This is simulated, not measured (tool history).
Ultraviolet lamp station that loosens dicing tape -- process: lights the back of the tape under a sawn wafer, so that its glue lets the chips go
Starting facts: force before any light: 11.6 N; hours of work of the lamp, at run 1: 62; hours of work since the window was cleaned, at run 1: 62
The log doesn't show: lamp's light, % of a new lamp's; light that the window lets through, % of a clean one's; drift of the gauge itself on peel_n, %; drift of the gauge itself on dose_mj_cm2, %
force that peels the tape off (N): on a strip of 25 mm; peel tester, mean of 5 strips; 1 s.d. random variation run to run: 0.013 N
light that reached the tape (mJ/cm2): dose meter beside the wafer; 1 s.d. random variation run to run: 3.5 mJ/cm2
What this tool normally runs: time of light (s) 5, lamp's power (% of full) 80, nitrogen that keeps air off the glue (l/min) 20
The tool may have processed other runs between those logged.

run	hour	time of light (s)	lamp's power (% of full)	nitrogen that keeps air off the glue (l/min)	hours of work of the lamp	hours of work since the window was cleaned	force that peels the tape off (N)	light that reached the tape (mJ/cm2)
1	0	5	80	20	62	62	0.626	564
2	46	5	80	20	92	92	0.603	563
3	132.9	5	80	20	150	150	0.578	559
4	174.4	5	80	20	177	177	0.568	561
5	230.9	5	80	20	214	214	0.609	558
6	270.2	4	98	39	240	240	0.351	556
7	349.3	5	68	20	292	292	0.921	479
8	405.1	7	100	20	329	329	0.112	989
9	470.4	3	80	11	371	371	2.753	338
10	533.9	5	99	20	413	413	0.327	706

Forecast each of these 4 alternatives for the next run:
A	587.3	5	99	28	448	448	?	?
B	587.3	5	65	20	448	448	?	?
C	587.3	5	70	8	448	448	?	?
D	587.3	3	99	20	448	448	?	?

run	force that peels the tape off (N)	light that reached the tape (mJ/cm2)
A	0.242	700
B	1.022	460
C	1.798	495
D	1.273	414
With the hidden condition removed and each run's random variation left untouched, the same runs would have given:
run	force that peels the tape off (N)	light that reached the tape (mJ/cm2)
A	0.241	701
B	1.019	461
C	1.793	496
D	1.269	414

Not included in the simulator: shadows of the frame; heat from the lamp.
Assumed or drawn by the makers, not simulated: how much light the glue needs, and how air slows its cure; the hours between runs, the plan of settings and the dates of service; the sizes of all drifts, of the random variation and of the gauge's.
